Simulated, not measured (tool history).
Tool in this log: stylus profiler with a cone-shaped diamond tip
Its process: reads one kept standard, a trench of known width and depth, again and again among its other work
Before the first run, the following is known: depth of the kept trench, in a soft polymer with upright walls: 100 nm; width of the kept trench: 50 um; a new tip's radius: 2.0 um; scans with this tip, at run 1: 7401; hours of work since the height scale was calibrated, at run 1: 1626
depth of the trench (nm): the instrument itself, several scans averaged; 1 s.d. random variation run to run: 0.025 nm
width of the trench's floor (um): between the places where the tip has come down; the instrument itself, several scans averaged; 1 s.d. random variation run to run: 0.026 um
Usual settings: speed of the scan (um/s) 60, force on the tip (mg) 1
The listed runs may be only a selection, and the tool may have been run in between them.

run,day,speed of the scan (um/s),force on the tip (mg),scans with this tip,hours of work since the height scale was calibrated,depth of the trench (nm),width of the trench's floor (um)
1,0,60,1,7401,1626,101.16,48.42
2,1.712,60,0.42,7543,1657,100.78,48.31
3,3.683,60,1,7705,1693,101.14,48.4
4,5.15,110,1,7826,1720,101.11,48.3
5,7.129,110,1,7989,1756,101.15,48.22
6,8.875,110,1,8133,1787,101.13,48.22
7,11.496,110,1,8349,1835,101.16,48.29
8,13.471,110,1,8512,1870,101.21,48.25
9,14.721,29,1,8615,1893,101.17,48.45
10,16.521,60,1,8763,1926,101.18,48.41
11,18.967,60,0.35,8965,1970,100.79,48.27
12,21.167,60,0.43,9147,2010,100.84,48.3
13,22.825,60,0.43,9283,2040,100.81,48.28
14,24.55,60,1,9425,2071,101.25,48.34
15,26.733,60,1.93,9605,2111,101.73,48.42
16,29.167,60,1.93,9806,2155,101.75,48.48
17,30.962,60,1.93,9954,2187,101.71,48.43
18,32.546,60,2.07,10085,2216,101.78,48.4
19,34.192,60,2.07,10220,2246,101.85,48.39
20,35.85,60,1,10357,2276,101.24,48.42
21,37.875,60,1,10524,2313,101.3,48.34
22,39.462,60,1,10655,2341,101.29,48.39
23,40.942,60,1.32,10777,2368,101.51,48.34
# day 42.108: height scale calibrated on a step standard
24,43.571,34,1.24,10992,27,101.02,48.37
25,45.171,20,0.39,11124,55,100.5,48.42
26,47.429,20,0.39,11310,96,100.51,48.43
27,49.158,19,1.1,11453,128,100.96,48.44
28,50.767,45,0.56,11585,157,100.62,48.37
29,52.667,54,1.58,11742,191,101.24,48.38
30,54.675,54,0.63,11907,228,100.71,48.34
31,56.012,54,0.63,12018,252,100.71,48.31
32,57.467,160,0.74,12138,278,100.79,47.97
33,58.888,231,0.95,12255,304,100.89,47.79
34,61.004,47,1.37,12429,342,101.17,48.41
35,63.192,47,1.37,12610,382,101.17,48.37
36,65.558,47,0.95,12805,425,100.96,48.37
37,68.096,194,0.64,13014,471,100.75,47.78
38,69.612,146,0.66,13139,498,100.73,47.98
39,71.067,60,2.7,13259,525,101.84,48.36
40,72.558,24,1.44,13382,552,101.24,48.46
41,73.946,24,1.44,13496,577,101.23,48.43
42,75.671,50,0.89,13639,608,100.98,48.29
43,77.454,16,2.36,13786,640,101.7,48.5
44,79.85,16,2.36,13983,684,101.7,48.43
45,81.108,123,1.6,14087,707,101.34,48.18
46,82.804,19,0.38,14227,737,100.58,48.32

How the hidden state differs across the entries between the runs, from the last listed run before each to the first after it:
Runs 23 to 24: height scale calibrated on a step standard (day 42.108)
  radius of the tip, um: 2.78 -> 2.8; height scale over the true one, %: 0.398 -> 0.01
  measured minus no-state result, depth of the trench (nm): +0.4 -> +0.01; width of the trench's floor (um): -0.23 -> -0.23
